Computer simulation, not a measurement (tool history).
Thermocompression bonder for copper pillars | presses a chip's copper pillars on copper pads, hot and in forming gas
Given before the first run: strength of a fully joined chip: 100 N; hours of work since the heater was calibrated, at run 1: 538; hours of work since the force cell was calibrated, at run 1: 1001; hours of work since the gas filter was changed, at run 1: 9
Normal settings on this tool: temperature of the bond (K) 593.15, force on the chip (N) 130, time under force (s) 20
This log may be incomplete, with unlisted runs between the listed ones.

run,day,temperature of the bond (K),force on the chip (N),time under force (s),hours of work since the heater was calibrated,hours of work since the force cell was calibrated,hours of work since the gas filter was changed,force that shears a chip off (N)
1,0,593.15,130,20,538,1001,9,42.5
2,1.879,593.15,130,14,572,1035,43,36.9
3,3.321,593.15,130,14,598,1060,69,36.3
# day 3.575: force cell calibrated
4,5.429,593.15,130,14,634,33,105,34.6
# day 6.946: forming gas filter changed
5,8.008,593.15,130,14,680,79,19,35.9
6,10.092,593.15,130,20,718,116,56,40.5
7,12.638,593.15,130,20,763,162,102,39.4
# day 14.475: forming gas filter changed
8,14.717,593.15,130,20,800,199,4,40.4
9,16.546,593.15,130,20,833,232,37,40.3
10,17.9,574.15,145,22,857,256,61,36.2
11,20.888,574.15,145,22,911,310,115,35.1
# day 22.021: forming gas filter changed
12,24.108,587.15,99,12,968,367,37,22.1
13,27.217,613.15,78,10,1024,423,93,22.1
14,29.3,613.15,78,10,1061,460,130,21.8
# day 29.508: forming gas filter changed
15,31,585.15,116,11,1091,490,27,26.1
16,32.671,593.15,145,17,1121,520,57,41.1
17,35.875,593.15,145,17,1179,577,114,39.9

What if the next run were any one of these 3? Each begins from the tool's condition after run 17:
# day 37.012: forming gas filter changed
A,38.779,595.15,105,17,1230,629,32,?
# day 37.012: forming gas filter changed
B,38.779,594.15,145,17,1230,629,32,?
# day 37.012: forming gas filter changed
C,38.779,593.15,191,17,1230,629,32,?

run,force that shears a chip off (N)
A,30.9
B,42.2
C,53.7
The same runs, with their run-to-run variation unchanged, on a tool lacking any hidden condition would have given:
run,force that shears a chip off (N)
A,33.6
B,45.7
C,57.6
